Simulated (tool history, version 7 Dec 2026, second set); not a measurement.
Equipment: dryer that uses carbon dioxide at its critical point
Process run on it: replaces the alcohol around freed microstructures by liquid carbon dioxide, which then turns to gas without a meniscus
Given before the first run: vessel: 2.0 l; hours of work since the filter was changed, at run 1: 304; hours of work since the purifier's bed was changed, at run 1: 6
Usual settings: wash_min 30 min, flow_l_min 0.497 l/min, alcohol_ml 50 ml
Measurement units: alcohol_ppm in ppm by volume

| run | hour | wash_min | flow_l_min | alcohol_ml | hours of work since the filter was changed | hours of work since the purifier's bed was changed | alcohol_ppm |
|---|---|---|---|---|---|---|---|
| 1 | 0 | 30 | 0.497 | 50 | 304 | 6 | 37 |
| 2 | 6.2 | 30 | 0.497 | 50 | 307 | 8 | 32 |
| 3 | 12.6 | 48 | 0.497 | 50 | 309 | 10 | 14 |
| 4 | 19.4 | 30 | 0.497 | 50 | 311 | 13 | 31 |
| 5 | 24.8 | 30 | 0.497 | 50 | 313 | 15 | 47 |
| 6 | 35.1 | 30 | 0.497 | 50 | 317 | 19 | 46 |
| 7 | 39.5 | 30 | 0.497 | 50 | 319 | 20 | 40 |
| 8 | 47 | 30 | 0.497 | 50 | 321 | 23 | 46 |
| 9 | 52.3 | 30 | 0.497 | 50 | 323 | 25 | 42 |
| 10 | 62.2 | 30 | 0.497 | 50 | 327 | 28 | 43 |
| 11 | 70.6 | 30 | 0.497 | 50 | 330 | 31 | 41 |
| 12 | 77.6 | 30 | 0.497 | 50 | 332 | 34 | 45 |
| 13 | 81.8 | 19 | 0.497 | 50 | 334 | 35 | 401 |

The next listed run, before its measurement:
| 14 | 89.7 | 19 | 0.497 | 50 | 337 | 38 | ? |

alcohol_ppm: 403 ppm by volume
With no hidden state in the tool, this same run would have given alcohol_ppm 249 ppm by volume.
